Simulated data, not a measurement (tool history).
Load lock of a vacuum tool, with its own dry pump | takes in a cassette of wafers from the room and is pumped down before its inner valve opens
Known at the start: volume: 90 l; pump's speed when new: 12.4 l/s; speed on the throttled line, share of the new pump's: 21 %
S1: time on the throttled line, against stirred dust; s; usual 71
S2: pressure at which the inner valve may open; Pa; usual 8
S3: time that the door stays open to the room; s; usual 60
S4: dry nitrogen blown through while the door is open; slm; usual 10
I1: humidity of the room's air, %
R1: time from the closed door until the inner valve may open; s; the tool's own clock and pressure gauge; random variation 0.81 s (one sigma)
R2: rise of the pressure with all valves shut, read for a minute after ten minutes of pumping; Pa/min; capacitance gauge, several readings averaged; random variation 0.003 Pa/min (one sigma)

run,day,S1,S2,S3,S4,I1,R1,R2
1,0.000,71,8,60,10,43.8,125.4,0.046
2,6.600,44,8,60,10,41.6,105.9,0.036
3,14.112,44,8,60,10,45.6,103.5,0.047
4,17.479,44,8,60,10,45.4,103.9,0.040
5,21.358,71,8,60,9,45.8,127.7,0.046
6,25.621,45,8,60,10,44.3,106.1,0.048
7,32.529,45,8,60,33,44.3,105.7,0.028
8,38.325,45,8,60,33,43.6,104.0,0.034
9,44.238,71,7,60,10,48.3,128.7,0.042
10,47.829,71,7,60,10,48.3,127.3,0.047
11,53.554,71,7,60,10,41.6,127.1,0.043
12,60.058,71,7,60,10,46.8,127.7,0.048
13,66.283,71,7,60,10,48.6,128.4,0.058
14,72.417,71,11,60,10,45.4,125.3,0.047
15,77.900,95,10,29,22,42.8,144.7,0.031
16,81.025,103,7,60,13,42.5,154.6,0.043
17,86.958,67,7,220,13,50.0,126.1,0.088

Some steps in R1 between neighbouring runs. How much of each would the tool show without its hidden state too (settings, what came in, random variation), and how much is left for the hidden state, with any gauge scatter that isn't in both results?
The hidden state here: pump's speed, % of a new pump's; leak at the door's seal, Pa l/s; drift of the gauge itself on ready_s, %; drift of the gauge itself on rise_pa_min, %.
Run 16 -> 17: S1 103 -> 67, S3 60 -> 220. R1 -28.5 s: hidden state +0.4, all else -28.9.
